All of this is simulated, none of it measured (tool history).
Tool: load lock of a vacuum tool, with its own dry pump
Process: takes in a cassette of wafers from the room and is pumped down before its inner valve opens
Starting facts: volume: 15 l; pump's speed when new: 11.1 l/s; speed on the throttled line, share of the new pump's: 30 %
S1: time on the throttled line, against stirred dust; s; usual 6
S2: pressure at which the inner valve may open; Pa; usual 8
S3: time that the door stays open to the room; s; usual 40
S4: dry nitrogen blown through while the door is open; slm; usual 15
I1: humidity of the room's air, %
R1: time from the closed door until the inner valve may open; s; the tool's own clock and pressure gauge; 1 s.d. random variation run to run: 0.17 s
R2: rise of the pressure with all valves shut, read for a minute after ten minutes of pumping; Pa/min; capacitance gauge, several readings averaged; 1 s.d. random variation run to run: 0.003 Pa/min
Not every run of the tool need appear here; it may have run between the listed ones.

run 1 hour=0 | S1=6 S2=8 S3=40 S4=15 | I1=46.9 | R1=19.2 R2=0.04
run 2 hour=158 | S1=6 S2=8 S3=40 S4=15 | I1=45.4 | R1=19.1 R2=0.035
run 3 hour=365.6 | S1=6 S2=8 S3=40 S4=15 | I1=46.7 | R1=19.2 R2=0.044
run 4 hour=544.3 | S1=6 S2=8 S3=40 S4=15 | I1=46.6 | R1=19 R2=0.042
-- hour=660.5 dry pump taken out, an overhauled one fitted
run 5 hour=691.7 | S1=6 S2=8 S3=40 S4=15 | I1=44.2 | R1=17.2 R2=0.038
run 6 hour=942.3 | S1=6 S2=8 S3=175 S4=15 | I1=44.7 | R1=17.4 R2=0.094
run 7 hour=1091.1 | S1=6 S2=8 S3=175 S4=15 | I1=44.7 | R1=17.4 R2=0.094
run 8 hour=1310.6 | S1=6 S2=15 S3=40 S4=15 | I1=48.5 | R1=16.4 R2=0.046
run 9 hour=1573.8 | S1=6 S2=8 S3=40 S4=10 | I1=46.8 | R1=17.2 R2=0.049
run 10 hour=1776.7 | S1=8 S2=8 S3=40 S4=15 | I1=39.1 | R1=18.6 R2=0.043
run 11 hour=1943.9 | S1=8 S2=8 S3=40 S4=15 | I1=44 | R1=18.6 R2=0.041
run 12 hour=2174.6 | S1=8 S2=8 S3=40 S4=15 | I1=44.9 | R1=18.6 R2=0.048
run 13 hour=2438 | S1=8 S2=8 S3=40 S4=15 | I1=42.1 | R1=18.8 R2=0.04
run 14 hour=2674.9 | S1=8 S2=8 S3=40 S4=15 | I1=43.7 | R1=18.7 R2=0.038
run 15 hour=2924.2 | S1=6 S2=8 S3=114 S4=26 | I1=42.2 | R1=17.4 R2=0.063

Predict each of these 3 candidate next runs independently; none follows another, all start after run 15:
run A hour=3101 | S1=11 S2=8 S3=33 S4=15 | I1=46.1 | R1=? R2=?
run B hour=3101 | S1=6 S2=8 S3=114 S4=22 | I1=46.4 | R1=? R2=?
run C hour=3101 | S1=6 S2=7 S3=114 S4=26 | I1=46.4 | R1=? R2=?

run=A R1=20.7 R2=0.045
run=B R1=17.4 R2=0.062
run=C R1=17.3 R2=0.067
Stripped of hidden state, with their random variation kept, the same runs would have yielded:
run=A R1=20.4 R2=0.033
run=B R1=17 R2=0.051
run=C R1=16.9 R2=0.056
